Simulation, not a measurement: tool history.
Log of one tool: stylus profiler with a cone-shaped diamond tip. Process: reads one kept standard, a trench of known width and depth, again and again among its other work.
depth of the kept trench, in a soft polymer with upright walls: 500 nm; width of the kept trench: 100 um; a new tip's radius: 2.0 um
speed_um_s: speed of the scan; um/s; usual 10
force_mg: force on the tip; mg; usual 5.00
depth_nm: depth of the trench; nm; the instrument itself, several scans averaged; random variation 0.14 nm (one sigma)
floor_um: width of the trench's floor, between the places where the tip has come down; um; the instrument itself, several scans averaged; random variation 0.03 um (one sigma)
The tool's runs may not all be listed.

run 1 hour=0.0 | speed_um_s=10 force_mg=5.00 | depth_nm=507.14 floor_um=97.02
run 2 hour=27.4 | speed_um_s=10 force_mg=5.00 | depth_nm=506.95 floor_um=97.03
run 3 hour=46.2 | speed_um_s=10 force_mg=2.18 | depth_nm=503.72 floor_um=97.01
run 4 hour=70.9 | speed_um_s=5 force_mg=2.18 | depth_nm=503.72 floor_um=96.99
run 5 hour=108.4 | speed_um_s=5 force_mg=2.18 | depth_nm=503.57 floor_um=97.04
run 6 hour=144.5 | speed_um_s=5 force_mg=2.18 | depth_nm=503.66 floor_um=97.00
run 7 hour=171.0 | speed_um_s=5 force_mg=2.18 | depth_nm=503.34 floor_um=96.99
run 8 hour=212.3 | speed_um_s=10 force_mg=5.00 | depth_nm=506.76 floor_um=96.95
run 9 hour=235.5 | speed_um_s=10 force_mg=5.00 | depth_nm=506.25 floor_um=96.97
run 10 hour=275.4 | speed_um_s=10 force_mg=5.00 | depth_nm=506.42 floor_um=96.95
run 11 hour=293.1 | speed_um_s=10 force_mg=5.00 | depth_nm=506.82 floor_um=96.94
run 12 hour=332.6 | speed_um_s=10 force_mg=5.00 | depth_nm=506.42 floor_um=96.95
run 13 hour=354.1 | speed_um_s=10 force_mg=5.00 | depth_nm=506.41 floor_um=96.96
run 14 hour=393.7 | speed_um_s=10 force_mg=5.00 | depth_nm=506.26 floor_um=96.89
run 15 hour=429.7 | speed_um_s=10 force_mg=5.00 | depth_nm=506.31 floor_um=96.96
run 16 hour=458.5 | speed_um_s=10 force_mg=5.00 | depth_nm=506.11 floor_um=96.94
run 17 hour=496.5 | speed_um_s=10 force_mg=5.00 | depth_nm=505.94 floor_um=96.89
run 18 hour=528.5 | speed_um_s=10 force_mg=5.00 | depth_nm=506.27 floor_um=96.93
run 19 hour=554.7 | speed_um_s=4 force_mg=5.00 | depth_nm=505.92 floor_um=96.90
run 20 hour=581.1 | speed_um_s=3 force_mg=12.56 | depth_nm=512.31 floor_um=96.91
run 21 hour=598.8 | speed_um_s=2 force_mg=2.56 | depth_nm=503.48 floor_um=96.86
run 22 hour=616.1 | speed_um_s=4 force_mg=3.08 | depth_nm=504.01 floor_um=96.94
run 23 hour=645.6 | speed_um_s=25 force_mg=4.67 | depth_nm=505.78 floor_um=96.85
run 24 hour=678.2 | speed_um_s=8 force_mg=2.93 | depth_nm=503.64 floor_um=96.86
run 25 hour=695.3 | speed_um_s=5 force_mg=1.83 | depth_nm=502.23 floor_um=96.95
run 26 hour=712.6 | speed_um_s=23 force_mg=7.09 | depth_nm=507.93 floor_um=96.86
run 27 hour=738.5 | speed_um_s=3 force_mg=6.26 | depth_nm=507.02 floor_um=96.96
run 28 hour=772.1 | speed_um_s=15 force_mg=2.63 | depth_nm=503.15 floor_um=96.85
run 29 hour=793.7 | speed_um_s=2 force_mg=6.36 | depth_nm=507.10 floor_um=96.89
run 30 hour=817.8 | speed_um_s=3 force_mg=2.75 | depth_nm=503.33 floor_um=96.88
run 31 hour=840.4 | speed_um_s=7 force_mg=10.30 | depth_nm=510.19 floor_um=96.93
run 32 hour=878.9 | speed_um_s=4 force_mg=2.67 | depth_nm=503.10 floor_um=96.87
run 33 hour=909.6 | speed_um_s=7 force_mg=3.29 | depth_nm=503.67 floor_um=96.87
run 34 hour=945.3 | speed_um_s=7 force_mg=3.29 | depth_nm=503.81 floor_um=96.84

Forecast run 35:
run 35 hour=977.1 | speed_um_s=5 force_mg=5.52 | depth_nm=? floor_um=?

depth_nm: 505.82 nm
floor_um: 96.78 um
Without the tool's hidden state the same run would have given depth_nm 507.79 nm, floor_um 97.28 um.
